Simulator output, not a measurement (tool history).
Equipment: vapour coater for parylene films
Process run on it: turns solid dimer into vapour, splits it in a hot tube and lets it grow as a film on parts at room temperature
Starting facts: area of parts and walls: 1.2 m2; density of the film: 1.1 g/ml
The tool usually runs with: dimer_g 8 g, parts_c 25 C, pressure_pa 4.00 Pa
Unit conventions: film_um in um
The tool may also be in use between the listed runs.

Run 1, hour 0.0: usual settings. Result: film_um 3.37 um.
Run 2, hour 25.0: usual settings but parts_c 36 C. Result: film_um 2.64 um.
Run 3, hour 54.5: usual settings but parts_c 36 C. Result: film_um 2.65 um.
Run 4, hour 88.0: usual settings but parts_c 36 C. Result: film_um 2.70 um.
Run 5, hour 122.5: usual settings but parts_c 36 C. Result: film_um 2.67 um.
Run 6, hour 143.0: usual settings. Result: film_um 3.29 um.
Run 7, hour 167.1: usual settings but parts_c 28 C. Result: film_um 3.06 um.
Run 8, hour 191.7: usual settings but parts_c 28 C. Result: film_um 3.08 um.
Run 9, hour 216.3: usual settings but parts_c 27 C. Result: film_um 3.13 um.
Run 10, hour 246.3: usual settings but parts_c 27 C. Result: film_um 3.10 um.
Run 11, hour 269.0: usual settings but pressure_pa 2.39 Pa. Result: film_um 3.58 um.
Run 12, hour 301.4: usual settings but pressure_pa 10.64 Pa. Result: film_um 2.68 um.
Run 13, hour 334.0: usual settings but pressure_pa 10.64 Pa. Result: film_um 2.67 um.
Run 14, hour 358.9: usual settings but pressure_pa 10.64 Pa. Result: film_um 2.64 um.
Run 15, hour 380.5: usual settings but pressure_pa 10.64 Pa. Result: film_um 2.62 um.
At hour 394.9: trap's valve overhauled.
Run 16, hour 411.9: usual settings but pressure_pa 10.64 Pa. Result: film_um 2.76 um.
Run 17, hour 435.1: usual settings but dimer_g 12 g, pressure_pa 10.64 Pa. Result: film_um 4.16 um.
Run 18, hour 457.3: usual settings but dimer_g 12 g, pressure_pa 10.64 Pa. Result: film_um 4.14 um.
Run 19, hour 472.9: usual settings but dimer_g 12 g, pressure_pa 10.64 Pa. Result: film_um 4.13 um.
Run 20, hour 493.6: usual settings but dimer_g 5 g, pressure_pa 10.64 Pa. Result: film_um 1.75 um.
Run 21, hour 512.2: usual settings but dimer_g 5 g, pressure_pa 10.64 Pa. Result: film_um 1.71 um.
Run 22, hour 540.9: usual settings but dimer_g 7 g, pressure_pa 3.14 Pa. Result: film_um 3.06 um.
Run 23, hour 563.3: usual settings but dimer_g 7 g, pressure_pa 3.14 Pa. Result: film_um 3.07 um.
Run 24, hour 595.9: usual settings but dimer_g 4 g, pressure_pa 11.39 Pa. Result: film_um 1.34 um.
Run 25, hour 618.7: usual settings but dimer_g 4 g, parts_c 36 C. Result: film_um 1.34 um.
Run 26, hour 650.0: usual settings but dimer_g 4 g, parts_c 36 C. Result: film_um 1.36 um.

Expected results for the next run?
Run 27, hour 679.1: usual settings but dimer_g 6 g, pressure_pa 3.28 Pa. Result: film_um ?.

film_um: 2.58 um
Take away the tool's hidden state, keep the run-to-run variation as it was, and the same run would have given film_um 2.64 um.

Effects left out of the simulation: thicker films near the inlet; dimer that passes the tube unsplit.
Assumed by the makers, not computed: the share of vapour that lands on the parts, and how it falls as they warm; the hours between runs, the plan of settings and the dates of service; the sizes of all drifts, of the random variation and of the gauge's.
